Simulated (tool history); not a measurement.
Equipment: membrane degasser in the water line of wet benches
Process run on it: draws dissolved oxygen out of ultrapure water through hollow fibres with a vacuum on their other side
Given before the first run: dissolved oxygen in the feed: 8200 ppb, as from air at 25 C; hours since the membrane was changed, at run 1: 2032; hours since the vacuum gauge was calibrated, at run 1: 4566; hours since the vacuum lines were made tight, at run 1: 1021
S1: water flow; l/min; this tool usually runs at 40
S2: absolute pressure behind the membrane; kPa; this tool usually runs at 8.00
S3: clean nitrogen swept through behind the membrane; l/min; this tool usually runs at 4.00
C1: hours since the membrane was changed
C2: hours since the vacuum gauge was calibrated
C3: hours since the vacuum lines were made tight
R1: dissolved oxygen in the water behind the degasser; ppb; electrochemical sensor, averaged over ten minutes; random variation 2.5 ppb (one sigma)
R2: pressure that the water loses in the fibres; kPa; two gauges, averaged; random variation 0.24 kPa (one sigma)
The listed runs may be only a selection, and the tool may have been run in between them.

| run | day | S1 | S2 | S3 | C1 | C2 | C3 | R1 | R2 |
|---|---|---|---|---|---|---|---|---|---|
| 1 | 0.000 | 40 | 8.00 | 4.00 | 2032 | 4566 | 1021 | 292.8 | 70.07 |
| 2 | 1.471 | 40 | 8.00 | 4.00 | 2067 | 4601 | 1056 | 292.1 | 69.97 |
| 3 | 2.621 | 40 | 4.91 | 4.00 | 2095 | 4629 | 1084 | 223.0 | 70.32 |
| 4 | 4.058 | 40 | 4.91 | 4.00 | 2129 | 4663 | 1118 | 219.6 | 69.93 |
| 5 | 5.046 | 40 | 4.91 | 4.00 | 2153 | 4687 | 1142 | 217.2 | 70.27 |
| 6 | 6.229 | 40 | 4.91 | 4.00 | 2181 | 4715 | 1171 | 220.6 | 70.35 |
| 7 | 7.096 | 40 | 4.91 | 4.00 | 2202 | 4736 | 1191 | 224.2 | 69.92 |
| 8 | 8.383 | 40 | 4.91 | 4.00 | 2233 | 4767 | 1222 | 224.0 | 70.53 |
| 9 | 9.279 | 40 | 4.91 | 4.00 | 2255 | 4789 | 1244 | 225.0 | 70.18 |
| 10 | 10.875 | 40 | 8.00 | 4.00 | 2293 | 4827 | 1282 | 290.4 | 69.91 |
| 11 | 12.833 | 40 | 8.00 | 4.00 | 2340 | 4874 | 1329 | 294.1 | 69.98 |
| 12 | 14.112 | 40 | 8.00 | 3.84 | 2371 | 4904 | 1360 | 298.8 | 70.23 |
|  | 14.271 | vacuum gauge calibrated |
| 13 | 16.167 | 40 | 8.00 | 4.00 | 2419 | 45 | 1409 | 297.4 | 70.25 |
| 14 | 17.688 | 40 | 8.00 | 4.00 | 2456 | 82 | 1445 | 296.4 | 70.57 |
| 15 | 19.525 | 40 | 8.00 | 4.00 | 2500 | 126 | 1489 | 297.3 | 70.60 |
| 16 | 21.400 | 40 | 8.00 | 4.00 | 2545 | 171 | 1534 | 303.2 | 70.34 |
|  | 22.038 | vacuum gauge calibrated, once more |
| 17 | 23.333 | 48 | 8.84 | 2.90 | 2591 | 31 | 1580 | 456.5 | 84.78 |
| 18 | 24.404 | 48 | 8.84 | 2.90 | 2617 | 57 | 1606 | 454.8 | 84.13 |
| 19 | 26.308 | 40 | 6.39 | 4.00 | 2662 | 103 | 1652 | 249.9 | 70.89 |
| 20 | 28.229 | 40 | 6.39 | 4.00 | 2708 | 149 | 1698 | 247.4 | 70.50 |
| 21 | 29.600 | 40 | 6.39 | 4.00 | 2741 | 181 | 1730 | 249.1 | 70.60 |
| 22 | 30.533 | 40 | 6.39 | 4.00 | 2764 | 204 | 1753 | 248.6 | 70.81 |
| 23 | 31.467 | 40 | 6.39 | 4.00 | 2786 | 226 | 1775 | 249.9 | 70.61 |
| 24 | 32.712 | 40 | 6.39 | 4.00 | 2816 | 256 | 1805 | 250.8 | 70.19 |
| 25 | 33.738 | 41 | 14.96 | 4.00 | 2840 | 281 | 1830 | 453.5 | 72.23 |
| 26 | 34.933 | 41 | 14.96 | 2.49 | 2869 | 310 | 1858 | 593.2 | 72.14 |
| 27 | 35.829 | 50 | 9.51 | 2.32 | 2891 | 331 | 1880 | 560.9 | 87.72 |
| 28 | 36.821 | 50 | 7.72 | 2.32 | 2914 | 355 | 1904 | 492.9 | 87.85 |
| 29 | 38.383 | 54 | 8.00 | 1.81 | 2952 | 392 | 1941 | 602.1 | 96.09 |
| 30 | 39.967 | 52 | 8.00 | 8.81 | 2990 | 430 | 1979 | 366.6 | 92.15 |

What does the tool deliver on the next run?
| 31 | 40.946 | 41 | 9.65 | 5.65 | 3014 | 454 | 2003 | ? | ? |

{"run 31": {"R1": 297.6, "R2": 72.4}}
Take away the tool's hidden state, keep the run-to-run variation as it was, and the same run would have given R1 280.0 ppb, R2 70.64 kPa.
